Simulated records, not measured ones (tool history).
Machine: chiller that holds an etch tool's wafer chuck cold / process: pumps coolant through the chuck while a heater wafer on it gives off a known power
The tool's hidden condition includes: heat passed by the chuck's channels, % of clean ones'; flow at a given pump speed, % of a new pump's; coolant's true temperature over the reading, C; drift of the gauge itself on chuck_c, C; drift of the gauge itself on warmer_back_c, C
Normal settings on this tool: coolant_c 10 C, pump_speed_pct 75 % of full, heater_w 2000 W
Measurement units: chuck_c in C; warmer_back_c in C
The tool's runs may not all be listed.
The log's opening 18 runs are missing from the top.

run	day	coolant_c	pump_speed_pct	heater_w	hours since the coolant was changed and the channels were flushed	hours since the pump was overhauled	hours since the chiller's thermometer was calibrated	chuck_c	warmer_back_c
19	54.217	14	75	1575	3854	1643	1451	37.7	7.14
20	56.958	7	65	2416	3920	1709	1517	46.7	12.79
21	60.975	7	65	2416	4016	1805	1613	46.9	12.86
22	65.308	8	65	2416	4120	1909	1717	47.9	12.9
23	68.642	15	75	1098	4200	1989	1797	31.8	4.99
24	72.292	13	60	2000	4288	2077	1885	47.9	11.69
25	75.058	13	60	2000	4354	2143	1951	48.2	11.67
26	77.683	13	60	2000	4417	2206	2014	48.1	11.67
27	79.846	19	84	2000	4469	2258	2066	47.5	8.06
28	84.308	1	81	2000	4576	2365	2173	30.1	8.42
29	87.392	10	83	2000	4650	2439	2247	38.9	8.15
30	89.354	10	83	2000	4697	2486	2294	38.8	8.19
31	91.533	10	86	2000	4750	2539	2347	38.4	7.88
32	93.733	10	61	1266	4802	2591	2400	32.4	7.35

Predict each of these 3 candidate next runs independently; none follows another, all start after run 32:
A	96.225	9	88	2046	4862	2651	2459	?	?
B	96.225	18	61	1162	4862	2651	2459	?	?
C	96.225	10	89	2000	4862	2651	2459	?	?

run	chuck_c	warmer_back_c
A	37.6	7.86
B	38.5	6.74
C	37.8	7.59
What these runs would have given with no unlogged condition in the tool:
run	chuck_c	warmer_back_c
A	34.6	7.62
B	36.3	6.54
C	34.8	7.37
